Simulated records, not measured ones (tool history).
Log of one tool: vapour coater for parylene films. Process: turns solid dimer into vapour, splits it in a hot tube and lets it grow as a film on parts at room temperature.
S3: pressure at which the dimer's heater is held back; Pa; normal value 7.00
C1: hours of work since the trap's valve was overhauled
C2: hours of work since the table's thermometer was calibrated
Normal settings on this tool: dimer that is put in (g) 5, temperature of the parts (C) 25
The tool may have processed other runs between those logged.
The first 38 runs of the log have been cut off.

{"run": 39, "hour": 765.8, "dimer that is put in (g)": 9, "temperature of the parts (C)": 20, "S3": 8.51, "C1": 74, "C2": 544, "thickness of the film (µm)": 3.86}
{"run": 40, "hour": 788.4, "dimer that is put in (g)": 5, "temperature of the parts (C)": 25, "S3": 3.36, "C1": 86, "C2": 555, "thickness of the film (µm)": 1.89}
{"run": 41, "hour": 804.8, "dimer that is put in (g)": 5, "temperature of the parts (C)": 25, "S3": 3.36, "C1": 94, "C2": 564, "thickness of the film (µm)": 1.9}
{"run": 42, "hour": 830.1, "dimer that is put in (g)": 5, "temperature of the parts (C)": 25, "S3": 9.2, "C1": 107, "C2": 577, "thickness of the film (µm)": 1.68}
{"run": 43, "hour": 849.7, "dimer that is put in (g)": 8, "temperature of the parts (C)": 27, "S3": 8.07, "C1": 117, "C2": 587, "thickness of the film (µm)": 2.45}
{"run": 44, "hour": 877.4, "dimer that is put in (g)": 7, "temperature of the parts (C)": 26, "S3": 4.24, "C1": 132, "C2": 601, "thickness of the film (µm)": 2.46}
{"run": 45, "hour": 892.4, "dimer that is put in (g)": 8, "temperature of the parts (C)": 37, "S3": 7.0, "C1": 139, "C2": 609, "thickness of the film (µm)": 1.57}
{"run": 46, "hour": 917.2, "dimer that is put in (g)": 4, "temperature of the parts (C)": 35, "S3": 7.46, "C1": 152, "C2": 622, "thickness of the film (µm)": 0.82}
{"run": 47, "hour": 944.3, "dimer that is put in (g)": 3, "temperature of the parts (C)": 25, "S3": 5.77, "C1": 166, "C2": 635, "thickness of the film (µm)": 1.05}

Consider 4 possible next runs. They are alternatives, not a sequence: every one starts from the tool as it was left by run 47. What does each give?
{"run": "A", "hour": 957.6, "dimer that is put in (g)": 4, "temperature of the parts (C)": 25, "S3": 5.77, "C1": 173, "C2": 642, "thickness of the film (µm)": "?"}
{"run": "B", "hour": 957.6, "dimer that is put in (g)": 3, "temperature of the parts (C)": 25, "S3": 7.0, "C1": 173, "C2": 642, "thickness of the film (µm)": "?"}
{"run": "C", "hour": 957.6, "dimer that is put in (g)": 5, "temperature of the parts (C)": 22, "S3": 7.0, "C1": 173, "C2": 642, "thickness of the film (µm)": "?"}
{"run": "D", "hour": 957.6, "dimer that is put in (g)": 6, "temperature of the parts (C)": 28, "S3": 2.6, "C1": 173, "C2": 642, "thickness of the film (µm)": "?"}

run=A thickness_of_the_film_(µm)=1.41
run=B thickness_of_the_film_(µm)=1.05
run=C thickness_of_the_film_(µm)=1.94
run=D thickness_of_the_film_(µm)=2.05
With the hidden condition removed and each run's random variation left untouched, the same runs would have given:
run=A thickness_of_the_film_(µm)=1.42
run=B thickness_of_the_film_(µm)=1.05
run=C thickness_of_the_film_(µm)=1.95
run=D thickness_of_the_film_(µm)=2.06
